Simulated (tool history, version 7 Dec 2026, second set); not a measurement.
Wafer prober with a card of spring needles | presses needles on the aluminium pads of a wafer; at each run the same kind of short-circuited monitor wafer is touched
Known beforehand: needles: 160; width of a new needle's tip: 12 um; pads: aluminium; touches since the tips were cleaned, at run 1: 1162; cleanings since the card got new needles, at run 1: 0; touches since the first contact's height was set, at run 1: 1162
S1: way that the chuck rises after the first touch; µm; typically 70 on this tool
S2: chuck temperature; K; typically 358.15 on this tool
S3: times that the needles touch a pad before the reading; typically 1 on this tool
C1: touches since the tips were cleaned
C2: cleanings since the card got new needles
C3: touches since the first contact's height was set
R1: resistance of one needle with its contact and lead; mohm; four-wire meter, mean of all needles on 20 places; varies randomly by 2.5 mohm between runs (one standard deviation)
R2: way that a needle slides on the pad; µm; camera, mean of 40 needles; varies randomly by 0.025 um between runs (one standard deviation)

run 1 hour=0.0 | S1=70 S2=358.15 S3=1 | C1=1162 C2=0 C3=1162 | R1=337 R2=15.71
run 2 hour=5.5 | S1=70 S2=358.15 S3=1 | C1=2075 C2=0 C3=2075 | R1=357 R2=15.72
run 3 hour=10.9 | S1=70 S2=358.15 S3=2 | C1=2974 C2=0 C3=2974 | R1=337 R2=15.71
run 4 hour=20.5 | S1=70 S2=358.15 S3=2 | C1=4571 C2=0 C3=4571 | R1=348 R2=15.69
run 5 hour=32.3 | S1=70 S2=313.15 S3=1 | C1=6540 C2=0 C3=6540 | R1=365 R2=15.69
-- hour=35.7 tips cleaned on abrasive film
run 6 hour=42.3 | S1=70 S2=313.15 S3=1 | C1=1089 C2=1 C3=8181 | R1=381 R2=15.70
run 7 hour=49.2 | S1=70 S2=313.15 S3=1 | C1=2252 C2=1 C3=9344 | R1=373 R2=15.73
run 8 hour=58.9 | S1=61 S2=358.15 S3=1 | C1=3861 C2=1 C3=10953 | R1=387 R2=13.70
run 9 hour=64.4 | S1=70 S2=358.15 S3=2 | C1=4785 C2=1 C3=11877 | R1=349 R2=15.73
run 10 hour=73.5 | S1=70 S2=358.15 S3=2 | C1=6298 C2=1 C3=13390 | R1=344 R2=15.74
-- hour=78.6 tips cleaned on abrasive film
-- hour=80.4 tips cleaned on abrasive film, once more
run 11 hour=80.8 | S1=70 S2=358.15 S3=2 | C1=73 C2=3 C3=14566 | R1=290 R2=15.65
run 12 hour=90.7 | S1=70 S2=358.15 S3=2 | C1=1718 C2=3 C3=16211 | R1=326 R2=15.67
run 13 hour=102.3 | S1=83 S2=337.15 S3=2 | C1=3647 C2=3 C3=18140 | R1=329 R2=18.56
run 14 hour=108.4 | S1=53 S2=320.15 S3=1 | C1=4663 C2=3 C3=19156 | R1=376 R2=11.83
run 15 hour=119.4 | S1=70 S2=358.15 S3=1 | C1=6505 C2=3 C3=20998 | R1=384 R2=15.64
-- hour=122.8 tips cleaned on abrasive film
run 16 hour=127.3 | S1=70 S2=358.15 S3=1 | C1=735 C2=4 C3=22286 | R1=325 R2=15.59
run 17 hour=133.9 | S1=62 S2=314.15 S3=1 | C1=1847 C2=4 C3=23398 | R1=349 R2=13.84
run 18 hour=143.7 | S1=61 S2=358.15 S3=1 | C1=3474 C2=4 C3=25025 | R1=385 R2=13.62
run 19 hour=150.0 | S1=61 S2=358.15 S3=1 | C1=4522 C2=4 C3=26073 | R1=384 R2=13.63
run 20 hour=158.9 | S1=61 S2=358.15 S3=1 | C1=6003 C2=4 C3=27554 | R1=390 R2=13.61
-- hour=165.9 tips cleaned on abrasive film
run 21 hour=167.7 | S1=70 S2=340.15 S3=1 | C1=300 C2=5 C3=29004 | R1=300 R2=15.62
run 22 hour=173.9 | S1=70 S2=340.15 S3=1 | C1=1335 C2=5 C3=30039 | R1=338 R2=15.63
run 23 hour=184.4 | S1=70 S2=372.15 S3=1 | C1=3081 C2=5 C3=31785 | R1=375 R2=15.66

Hidden condition of the tool, last listed run before each entry between runs versus first listed run after:
Logged between run 5 and run 6: tips cleaned on abrasive film (hour 35.7)
  debris on the tips, nm: 214.8 -> 230.2
  measured result minus the result with no hidden state, R1: +93 -> +102 mohm; R2: +0.00 -> +0.00 µm
Logged between run 10 and run 11: tips cleaned on abrasive film (hour 78.6); tips cleaned on abrasive film, once more (hour 80.4)
  debris on the tips, nm: 219.2 -> 16.1; way that the needles fall short of the set height, um: 0 -> 0.21; tips' diameter, um: 12 -> 12.07
  measured result minus the result with no hidden state, R1: +57 -> +4 mohm; R2: +0.00 -> -0.04 µm
Logged between run 15 and run 16: tips cleaned on abrasive film (hour 122.8)
  debris on the tips, nm: 214.6 -> 87; way that the needles fall short of the set height, um: 0.21 -> 0.3; tips' diameter, um: 12.07 -> 12.1
  measured result minus the result with no hidden state, R1: +93 -> +38 mohm; R2: -0.04 -> -0.07 µm
Logged between run 20 and run 21: tips cleaned on abrasive film (hour 165.9)
  debris on the tips, nm: 213.6 -> 48.1; way that the needles fall short of the set height, um: 0.3 -> 0.39; tips' diameter, um: 12.1 -> 12.14
  measured result minus the result with no hidden state, R1: +99 -> +21 mohm; R2: -0.07 -> -0.09 µm

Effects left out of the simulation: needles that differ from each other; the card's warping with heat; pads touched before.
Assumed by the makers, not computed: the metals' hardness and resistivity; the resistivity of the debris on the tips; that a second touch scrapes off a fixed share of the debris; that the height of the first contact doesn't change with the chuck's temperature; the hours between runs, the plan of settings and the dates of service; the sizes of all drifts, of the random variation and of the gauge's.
